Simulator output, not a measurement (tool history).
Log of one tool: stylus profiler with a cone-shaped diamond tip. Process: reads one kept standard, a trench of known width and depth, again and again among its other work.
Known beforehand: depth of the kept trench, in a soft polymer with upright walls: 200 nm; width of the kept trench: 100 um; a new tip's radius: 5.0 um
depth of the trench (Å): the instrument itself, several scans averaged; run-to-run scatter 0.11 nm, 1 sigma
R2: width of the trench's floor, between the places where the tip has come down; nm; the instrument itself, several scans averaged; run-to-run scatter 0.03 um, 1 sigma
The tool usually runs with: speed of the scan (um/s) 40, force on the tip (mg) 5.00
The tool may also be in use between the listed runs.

run 1 hour=0.0 | speed_of_the_scan_(um/s)=40 force_on_the_tip_(mg)=5.00 | depth_of_the_trench_(Å)=2017.4 R2=96520
run 2 hour=60.8 | speed_of_the_scan_(um/s)=40 force_on_the_tip_(mg)=5.00 | depth_of_the_trench_(Å)=2017.0 R2=96510
run 3 hour=98.1 | speed_of_the_scan_(um/s)=40 force_on_the_tip_(mg)=5.00 | depth_of_the_trench_(Å)=2016.3 R2=96530
run 4 hour=139.4 | speed_of_the_scan_(um/s)=40 force_on_the_tip_(mg)=5.00 | depth_of_the_trench_(Å)=2018.1 R2=96520
run 5 hour=214.1 | speed_of_the_scan_(um/s)=107 force_on_the_tip_(mg)=5.00 | depth_of_the_trench_(Å)=2018.0 R2=96310
run 6 hour=253.2 | speed_of_the_scan_(um/s)=107 force_on_the_tip_(mg)=5.00 | depth_of_the_trench_(Å)=2017.6 R2=96300
run 7 hour=312.8 | speed_of_the_scan_(um/s)=40 force_on_the_tip_(mg)=3.13 | depth_of_the_trench_(Å)=2010.2 R2=96390
run 8 hour=354.8 | speed_of_the_scan_(um/s)=40 force_on_the_tip_(mg)=3.13 | depth_of_the_trench_(Å)=2008.4 R2=96370
run 9 hour=410.8 | speed_of_the_scan_(um/s)=40 force_on_the_tip_(mg)=4.21 | depth_of_the_trench_(Å)=2013.0 R2=96350
-- hour=416.6 height scale calibrated on a step standard
run 10 hour=447.4 | speed_of_the_scan_(um/s)=18 force_on_the_tip_(mg)=9.55 | depth_of_the_trench_(Å)=2024.1 R2=96450
run 11 hour=525.4 | speed_of_the_scan_(um/s)=18 force_on_the_tip_(mg)=9.55 | depth_of_the_trench_(Å)=2023.3 R2=96450
run 12 hour=574.9 | speed_of_the_scan_(um/s)=18 force_on_the_tip_(mg)=3.68 | depth_of_the_trench_(Å)=2006.4 R2=96360
run 13 hour=648.2 | speed_of_the_scan_(um/s)=70 force_on_the_tip_(mg)=2.07 | depth_of_the_trench_(Å)=2001.7 R2=96180
run 14 hour=691.6 | speed_of_the_scan_(um/s)=38 force_on_the_tip_(mg)=5.95 | depth_of_the_trench_(Å)=2013.4 R2=96380
-- hour=719.6 height scale calibrated on a step standard, once more
run 15 hour=735.7 | speed_of_the_scan_(um/s)=38 force_on_the_tip_(mg)=5.95 | depth_of_the_trench_(Å)=2025.7 R2=96340
run 16 hour=780.5 | speed_of_the_scan_(um/s)=48 force_on_the_tip_(mg)=7.20 | depth_of_the_trench_(Å)=2028.9 R2=96280
run 17 hour=842.2 | speed_of_the_scan_(um/s)=13 force_on_the_tip_(mg)=4.40 | depth_of_the_trench_(Å)=2021.2 R2=96370
run 18 hour=891.5 | speed_of_the_scan_(um/s)=13 force_on_the_tip_(mg)=4.40 | depth_of_the_trench_(Å)=2019.5 R2=96310

Forecast each of these 5 alternatives for the next run:
run A hour=967.1 | speed_of_the_scan_(um/s)=88 force_on_the_tip_(mg)=5.00 | depth_of_the_trench_(Å)=? R2=?
run B hour=967.1 | speed_of_the_scan_(um/s)=68 force_on_the_tip_(mg)=8.41 | depth_of_the_trench_(Å)=? R2=?
run C hour=967.1 | speed_of_the_scan_(um/s)=16 force_on_the_tip_(mg)=4.24 | depth_of_the_trench_(Å)=? R2=?
run D hour=967.1 | speed_of_the_scan_(um/s)=35 force_on_the_tip_(mg)=2.44 | depth_of_the_trench_(Å)=? R2=?
run E hour=967.1 | speed_of_the_scan_(um/s)=13 force_on_the_tip_(mg)=1.96 | depth_of_the_trench_(Å)=? R2=?

run=A depth_of_the_trench_(Å)=2021.6 R2=96090
run=B depth_of_the_trench_(Å)=2031.7 R2=96230
run=C depth_of_the_trench_(Å)=2019.3 R2=96300
run=D depth_of_the_trench_(Å)=2012.5 R2=96210
run=E depth_of_the_trench_(Å)=2011.9 R2=96280
Take away the tool's hidden state, keep each run's random variation, and the runs would have read:
run=A depth_of_the_trench_(Å)=2022.4 R2=96970
run=B depth_of_the_trench_(Å)=2032.6 R2=97100
run=C depth_of_the_trench_(Å)=2020.1 R2=97170
run=D depth_of_the_trench_(Å)=2013.4 R2=97080
run=E depth_of_the_trench_(Å)=2012.8 R2=97150
